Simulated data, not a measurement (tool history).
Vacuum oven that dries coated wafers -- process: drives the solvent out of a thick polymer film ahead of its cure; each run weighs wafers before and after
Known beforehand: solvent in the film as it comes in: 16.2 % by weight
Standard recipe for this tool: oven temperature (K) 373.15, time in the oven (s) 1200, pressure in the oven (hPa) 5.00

| run | hour | oven temperature (K) | time in the oven (s) | pressure in the oven (hPa) | solvent left in the film (%) |
|---|---|---|---|---|---|
| 1 | 0.0 | 373.15 | 1200 | 5.00 | 2.14 |
| 2 | 37.1 | 373.15 | 1200 | 5.00 | 1.99 |
| 3 | 78.9 | 373.15 | 1200 | 5.00 | 2.17 |
| 4 | 103.9 | 373.15 | 1200 | 5.00 | 2.13 |
| 5 | 129.5 | 373.15 | 1080 | 5.00 | 2.54 |
| 6 | 161.9 | 373.15 | 1200 | 5.00 | 2.10 |
| 7 | 191.3 | 373.15 | 1200 | 4.16 | 2.09 |
| 8 | 216.5 | 373.15 | 1200 | 4.16 | 2.14 |
| 9 | 241.0 | 373.15 | 1200 | 5.00 | 2.16 |
| 10 | 282.0 | 373.15 | 1200 | 4.26 | 2.03 |
| 11 | 328.4 | 373.15 | 1200 | 5.00 | 2.28 |
| 12 | 350.6 | 373.15 | 1200 | 5.00 | 2.22 |
| 13 | 376.1 | 373.15 | 1200 | 5.00 | 2.16 |
| 14 | 406.7 | 373.15 | 1080 | 5.00 | 2.63 |
| 15 | 438.9 | 364.15 | 1080 | 5.00 | 4.95 |
| 16 | 482.3 | 365.15 | 1200 | 4.37 | 4.22 |
| 17 | 501.7 | 365.15 | 1200 | 4.37 | 4.14 |
| 18 | 541.0 | 361.15 | 1260 | 6.34 | 5.62 |
| 19 | 561.8 | 375.15 | 1440 | 6.34 | 1.72 |
| 20 | 596.3 | 375.15 | 1440 | 3.78 | 1.31 |
| 21 | 643.2 | 375.15 | 1440 | 3.78 | 1.35 |
| 22 | 676.8 | 383.15 | 720 | 15.85 | 2.68 |
| 23 | 703.0 | 383.15 | 720 | 15.85 | 2.66 |
| 24 | 739.0 | 373.15 | 1320 | 5.98 | 2.23 |
| 25 | 781.9 | 385.15 | 1200 | 5.00 | 0.80 |
| 26 | 806.4 | 369.15 | 1200 | 5.69 | 3.44 |
| 27 | 830.1 | 384.15 | 1200 | 5.00 | 0.91 |

Forecast each of these 3 alternatives for the next run:
| A | 877.6 | 362.15 | 2100 | 12.19 | ? |
| B | 877.6 | 379.15 | 1020 | 2.96 | ? |
| C | 877.6 | 383.15 | 1020 | 3.34 | ? |

| run | solvent left in the film (%) |
|---|---|
| A | 4.20 |
| B | 1.57 |
| C | 1.15 |
Take away the tool's hidden state, keep each run's random variation, and the runs would have read:
| run | solvent left in the film (%) |
|---|---|
| A | 3.29 |
| B | 1.06 |
| C | 0.73 |

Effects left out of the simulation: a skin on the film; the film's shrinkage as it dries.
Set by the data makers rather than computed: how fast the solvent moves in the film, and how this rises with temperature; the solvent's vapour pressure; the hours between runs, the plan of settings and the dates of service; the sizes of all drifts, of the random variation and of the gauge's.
